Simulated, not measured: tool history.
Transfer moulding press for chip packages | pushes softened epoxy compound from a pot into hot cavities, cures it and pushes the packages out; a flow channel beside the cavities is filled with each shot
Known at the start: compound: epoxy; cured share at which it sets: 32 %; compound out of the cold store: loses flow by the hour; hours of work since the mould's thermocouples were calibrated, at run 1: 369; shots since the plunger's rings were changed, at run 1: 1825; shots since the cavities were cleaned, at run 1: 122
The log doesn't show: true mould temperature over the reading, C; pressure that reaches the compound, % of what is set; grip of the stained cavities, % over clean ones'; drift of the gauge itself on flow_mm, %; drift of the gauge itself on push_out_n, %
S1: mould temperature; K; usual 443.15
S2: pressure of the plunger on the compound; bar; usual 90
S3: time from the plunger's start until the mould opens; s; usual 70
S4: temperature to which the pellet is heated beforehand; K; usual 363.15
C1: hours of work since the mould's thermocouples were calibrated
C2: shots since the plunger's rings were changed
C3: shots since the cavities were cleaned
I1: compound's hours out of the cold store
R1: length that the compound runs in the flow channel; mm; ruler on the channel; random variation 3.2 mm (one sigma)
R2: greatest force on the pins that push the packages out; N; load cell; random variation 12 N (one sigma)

run 1 day=0 | S1=443.15 S2=90 S3=70 S4=363.15 | C1=369 C2=1825 C3=122 | I1=46.7 | R1=727 R2=677
-- day=1.5 cavities cleaned with cleaning compound and waxed
run 2 day=1.792 | S1=443.15 S2=90 S3=70 S4=370.15 | C1=398 C2=2513 C3=116 | I1=27.9 | R1=805 R2=702
run 3 day=2.904 | S1=443.15 S2=81.4 S3=70 S4=370.15 | C1=417 C2=2957 C3=560 | I1=29.1 | R1=743 R2=855
-- day=3.383 cavities cleaned with cleaning compound and waxed
-- day=3.9 mould's thermocouples calibrated
-- day=4.175 plunger's sealing rings changed
run 4 day=5.058 | S1=443.15 S2=90 S3=70 S4=355.15 | C1=18 C2=351 C3=593 | I1=44.1 | R1=757 R2=876
-- day=5.433 cavities cleaned with cleaning compound and waxed
run 5 day=6.346 | S1=443.15 S2=90 S3=70 S4=359.15 | C1=39 C2=840 C3=364 | I1=10.7 | R1=911 R2=912
-- day=7.212 cavities cleaned with cleaning compound and waxed
run 6 day=7.433 | S1=443.15 S2=90 S3=70 S4=359.15 | C1=56 C2=1248 C3=89 | I1=8.1 | R1=914 R2=739
run 7 day=8.421 | S1=443.15 S2=90 S3=70 S4=359.15 | C1=73 C2=1641 C3=482 | I1=26.3 | R1=819 R2=875
-- day=9.062 cavities cleaned with cleaning compound and waxed
run 8 day=9.833 | S1=443.15 S2=90 S3=70 S4=359.15 | C1=96 C2=2180 C3=307 | I1=35.4 | R1=768 R2=835
-- day=10.879 cavities cleaned with cleaning compound and waxed
run 9 day=11.471 | S1=443.15 S2=90 S3=70 S4=359.15 | C1=123 C2=2807 C3=236 | I1=37 | R1=757 R2=771
-- day=12.729 cavities cleaned with cleaning compound and waxed
-- day=12.908 plunger's sealing rings changed
run 10 day=12.908 | S1=443.15 S2=90 S3=70 S4=359.15 | C1=144 C2=0 C3=30 | I1=20.6 | R1=872 R2=672
run 11 day=14.429 | S1=443.15 S2=90 S3=70 S4=359.15 | C1=170 C2=606 C3=636 | I1=46.1 | R1=748 R2=866
-- day=14.638 cavities cleaned with cleaning compound and waxed
run 12 day=16.15 | S1=443.15 S2=90 S3=70 S4=359.15 | C1=198 C2=1267 C3=603 | I1=35.5 | R1=788 R2=907
-- day=16.417 cavities cleaned with cleaning compound and waxed
run 13 day=17.754 | S1=451.15 S2=90 S3=70 S4=359.15 | C1=225 C2=1881 C3=532 | I1=47 | R1=707 R2=668
-- day=18.208 cavities cleaned with cleaning compound and waxed
run 14 day=19.288 | S1=451.15 S2=90 S3=70 S4=359.15 | C1=250 C2=2467 C3=429 | I1=18.1 | R1=822 R2=677
-- day=20 cavities cleaned with cleaning compound and waxed
run 15 day=20.221 | S1=449.15 S2=99.5 S3=70 S4=360.15 | C1=264 C2=2814 C3=88 | I1=46.5 | R1=735 R2=552
-- day=21.625 plunger's sealing rings changed
run 16 day=21.771 | S1=446.15 S2=76.8 S3=70 S4=363.15 | C1=289 C2=59 C3=665 | I1=22.1 | R1=791 R2=808
-- day=21.942 cavities cleaned with cleaning compound and waxed
run 17 day=23.408 | S1=443.15 S2=90 S3=50 S4=363.15 | C1=316 C2=687 C3=586 | I1=40.8 | R1=776 R2=2127
-- day=23.738 cavities cleaned with cleaning compound and waxed
run 18 day=24.521 | S1=443.15 S2=85.4 S3=52 S4=363.15 | C1=334 C2=1105 C3=313 | I1=13 | R1=867 R2=1947
-- day=25.583 cavities cleaned with cleaning compound and waxed
run 19 day=26.283 | S1=444.15 S2=90 S3=70 S4=363.15 | C1=362 C2=1782 C3=279 | I1=28.2 | R1=807 R2=775
-- day=27.458 cavities cleaned with cleaning compound and waxed
run 20 day=28.042 | S1=443.15 S2=90 S3=96 S4=371.15 | C1=391 C2=2458 C3=234 | I1=27.3 | R1=797 R2=600
-- day=29.362 cavities cleaned with cleaning compound and waxed
run 21 day=29.971 | S1=448.15 S2=90 S3=94 S4=371.15 | C1=423 C2=3200 C3=241 | I1=39.4 | R1=724 R2=589
-- day=30.458 plunger's sealing rings changed
-- day=30.704 mould's thermocouples calibrated
run 22 day=31.129 | S1=443.15 S2=89.6 S3=50 S4=363.15 | C1=7 C2=233 C3=628 | I1=39.3 | R1=772 R2=2024
-- day=31.408 cavities cleaned with cleaning compound and waxed
run 23 day=32.496 | S1=445.15 S2=78.2 S3=101 S4=369.15 | C1=29 C2=753 C3=433 | I1=29.8 | R1=746 R2=632
-- day=33.25 cavities cleaned with cleaning compound and waxed
run 24 day=34.35 | S1=445.15 S2=78.2 S3=101 S4=369.15 | C1=60 C2=1467 C3=438 | I1=13 | R1=815 R2=660
-- day=35.108 cavities cleaned with cleaning compound and waxed
run 25 day=36.162 | S1=444.15 S2=92 S3=56 S4=354.15 | C1=90 C2=2165 C3=420 | I1=36.4 | R1=776 R2=1499

The same runs without the tool's hidden state, with the same run-to-run variation:
run=1 R1=749 R2=558
run=2 R1=838 R2=569
run=3 R1=780 R2=552
run=4 R1=763 R2=582
run=5 R1=926 R2=644
run=6 R1=935 R2=627
run=7 R1=844 R2=592
run=8 R1=797 R2=599
run=9 R1=795 R2=570
run=10 R1=871 R2=607
run=11 R1=755 R2=559
run=12 R1=804 R2=588
run=13 R1=730 R2=447
run=14 R1=857 R2=470
run=15 R1=771 R2=470
run=16 R1=792 R2=517
run=17 R1=784 R2=1366
run=18 R1=883 R2=1352
run=19 R1=831 R2=549
run=20 R1=831 R2=446
run=21 R1=766 R2=447
run=22 R1=779 R2=1335
run=23 R1=760 R2=436
run=24 R1=840 R2=455
run=25 R1=809 R2=1018
